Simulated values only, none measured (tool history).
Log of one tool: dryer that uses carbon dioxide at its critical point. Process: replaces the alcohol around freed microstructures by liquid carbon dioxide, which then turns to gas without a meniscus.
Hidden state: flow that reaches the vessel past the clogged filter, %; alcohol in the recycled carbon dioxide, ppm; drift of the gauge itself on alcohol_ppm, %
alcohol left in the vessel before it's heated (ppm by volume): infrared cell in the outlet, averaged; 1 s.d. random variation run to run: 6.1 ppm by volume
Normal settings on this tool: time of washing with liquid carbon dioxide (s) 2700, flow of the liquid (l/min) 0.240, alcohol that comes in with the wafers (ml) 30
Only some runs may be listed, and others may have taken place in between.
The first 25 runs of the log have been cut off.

run    hour  time of washing with liquid carbon dioxide (s)  flow of the liquid (l/min)  alcohol that comes in with the wafers (ml)  hours of work since the filter was changed  hours of work since the purifier's bed was changed  alcohol left in the vessel before it's heated (ppm by volume)
 26   892.1                                            4260                       0.319                                          30                                          22                                                 346                                                            188
 27   915.2                                            2700                       0.377                                          30                                          33                                                 358                                                            195
 28   961.9                                            2700                       0.377                                          30                                          56                                                 380                                                            213
 29  1000.2                                            2700                       0.377                                          30                                          74                                                 399                                                            222
 30  1038.3                                            2820                       0.276                                          21                                          93                                                 417                                                            293
 31  1065.1                                            1800                       0.149                                          30                                         106                                                 430                                                           2852
 32  1094.3                                            1980                       0.170                                          37                                         120                                                 444                                                           2370
 33  1134.1                                            3600                       0.282                                          22                                         139                                                 464                                                            261

Predict each of these 3 candidate next runs independently; none follows another, all start after run 33:
  A  1156.8                                            3600                       0.282                                          37                                         150                                                 475                                                              ?
  B  1156.8                                            3120                       0.249                                          43                                         150                                                 475                                                              ?
  C  1156.8                                            2880                       0.263                                          23                                         150                                                 475                                                              ?

run  alcohol left in the vessel before it's heated (ppm by volume)
  A                                                            274
  B                                                            406
  C                                                            339
What these runs would have given with no unlogged condition in the tool:
run  alcohol left in the vessel before it's heated (ppm by volume)
  A                                                             28
  B                                                            148
  C                                                             96
